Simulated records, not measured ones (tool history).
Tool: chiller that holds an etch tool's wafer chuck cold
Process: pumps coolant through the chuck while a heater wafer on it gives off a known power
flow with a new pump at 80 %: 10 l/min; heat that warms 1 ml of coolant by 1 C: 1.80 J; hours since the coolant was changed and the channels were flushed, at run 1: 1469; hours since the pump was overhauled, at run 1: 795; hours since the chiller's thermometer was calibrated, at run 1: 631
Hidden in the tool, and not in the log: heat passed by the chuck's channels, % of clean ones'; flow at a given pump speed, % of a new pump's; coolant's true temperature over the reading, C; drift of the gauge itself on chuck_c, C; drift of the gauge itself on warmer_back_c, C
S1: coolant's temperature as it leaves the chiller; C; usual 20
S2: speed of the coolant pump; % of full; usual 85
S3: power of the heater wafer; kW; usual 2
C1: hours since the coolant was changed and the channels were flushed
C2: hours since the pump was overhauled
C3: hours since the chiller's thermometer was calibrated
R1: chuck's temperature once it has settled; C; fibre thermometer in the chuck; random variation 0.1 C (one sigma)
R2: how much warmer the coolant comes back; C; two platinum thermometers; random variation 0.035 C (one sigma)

Run 1, hour 0: usual settings; C1 1469; C2 795; C3 631. Result: R1 34.8 C, R2 6.23 C.
Run 2, hour 47.4: usual settings; C1 1516; C2 843; C3 678. Result: R1 34.7 C, R2 6.32 C.
Run 3, hour 130.9: usual settings but S3 2.703 kW; C1 1600; C2 926; C3 761. Result: R1 39.8 C, R2 8.47 C.
Run 4, hour 214.1: usual settings but S3 2.703 kW; C1 1683; C2 1010; C3 845. Result: R1 39.9 C, R2 8.46 C.
Run 5, hour 300.2: usual settings but S2 71 % of full; C1 1769; C2 1096; C3 931. Result: R1 37.3 C, R2 7.49 C.
Run 6, hour 383.4: usual settings; C1 1852; C2 1179; C3 1014. Result: R1 34.6 C, R2 6.3 C.
Run 7, hour 427.1: usual settings; C1 1896; C2 1223; C3 1058. Result: R1 34.7 C, R2 6.3 C.
Run 8, hour 475.7: usual settings but S2 66 % of full; C1 1945; C2 1271; C3 1106. Result: R1 38.4 C, R2 8.05 C.
Run 9, hour 552.2: usual settings but S2 66 % of full; C1 2021; C2 1348; C3 1183. Result: R1 38.2 C, R2 8 C.
Run 10, hour 647.6: usual settings but S2 66 % of full; C1 2116; C2 1443; C3 1278. Result: R1 38.2 C, R2 8.03 C.
Run 11, hour 735.7: usual settings; C1 2205; C2 1531; C3 1366. Result: R1 34.6 C, R2 6.26 C.
Run 12, hour 780.2: usual settings; C1 2249; C2 1576; C3 1411. Result: R1 34.6 C, R2 6.24 C.
Run 13, hour 868.7: usual settings; C1 2338; C2 1664; C3 1499. Result: R1 34.5 C, R2 6.21 C.
Run 14, hour 952.4: usual settings; C1 2421; C2 1748; C3 1583. Result: R1 34.6 C, R2 6.29 C.
Run 15, hour 1027.3: usual settings but S2 73 % of full; C1 2496; C2 1823; C3 1658. Result: R1 36.7 C, R2 7.32 C.
Run 16, hour 1075.7: usual settings but S2 73 % of full; C1 2545; C2 1871; C3 1706. Result: R1 36.8 C, R2 7.26 C.
Run 17, hour 1136.4: usual settings but S2 73 % of full; C1 2605; C2 1932; C3 1767. Result: R1 36.8 C, R2 7.3 C.
Run 18, hour 1220.5: usual settings but S2 73 % of full; C1 2689; C2 2016; C3 1851. Result: R1 36.8 C, R2 7.29 C.
Run 19, hour 1307.1: usual settings but S1 26 C, S2 84 % of full, S3 2.548 kW; C1 2776; C2 2102; C3 1938. Result: R1 44.8 C, R2 8.12 C.
Run 20, hour 1348.2: usual settings but S1 15 C, S2 63 % of full; C1 2817; C2 2144; C3 1979. Result: R1 34 C, R2 8.37 C.
Run 21, hour 1429.9: usual settings but S1 28 C, S2 66 % of full; C1 2899; C2 2225; C3 2060. Result: R1 46.4 C, R2 8.05 C.
Run 22, hour 1500.8: usual settings but S1 24 C, S2 86 % of full; C1 2970; C2 2296; C3 2131. Result: R1 38.4 C, R2 6.19 C.
Run 23, hour 1542.8: usual settings but S1 10 C, S2 88 % of full, S3 1.141 kW; C1 3012; C2 2338; C3 2173. Result: R1 18.2 C, R2 3.5 C.
Run 24, hour 1604.8: usual settings but S1 10 C, S2 88 % of full, S3 1.141 kW; C1 3074; C2 2400; C3 2235. Result: R1 18.2 C, R2 3.48 C.
Run 25, hour 1653.5: usual settings but S3 1.107 kW; C1 3122; C2 2449; C3 2284. Result: R1 28.2 C, R2 3.41 C.
Run 26, hour 1741.2: usual settings but S3 1.107 kW; C1 3210; C2 2537; C3 2372. Result: R1 28.2 C, R2 3.5 C.
Run 27, hour 1781.1: usual settings but S3 1.107 kW; C1 3250; C2 2577; C3 2412. Result: R1 28.1 C, R2 3.5 C.
Run 28, hour 1864.7: usual settings but S1 11 C, S2 62 % of full, S3 2.887 kW; C1 3333; C2 2660; C3 2495. Result: R1 38.8 C, R2 12.37 C.
At hour 1901: chiller's thermometer calibrated.
Run 29, hour 1923.4: usual settings but S1 29 C, S2 77 % of full, S3 1.024 kW; C1 3391; C2 2718; C3 22. Result: R1 37.1 C, R2 3.56 C.
Run 30, hour 1965.5: usual settings but S2 100 % of full, S3 1.239 kW; C1 3433; C2 2760; C3 65. Result: R1 27.8 C, R2 3.28 C.
Run 31, hour 2030: usual settings but S1 24 C, S2 89 % of full; C1 3498; C2 2824; C3 129. Result: R1 38.1 C, R2 5.96 C.
Run 32, hour 2128.2: usual settings but S1 24 C, S2 89 % of full; C1 3596; C2 2923; C3 227. Result: R1 38 C, R2 6.01 C.
Run 33, hour 2200.8: usual settings but S1 18 C, S2 62 % of full, S3 1.746 kW; C1 3669; C2 2995; C3 300. Result: R1 34.7 C, R2 7.52 C.

Hidden state at the last listed run before each entry between runs and at the first one after, where it differs:
Between runs 28 and 29: chiller's thermometer calibrated (hour 1901)
  no hidden state differs between the two runs
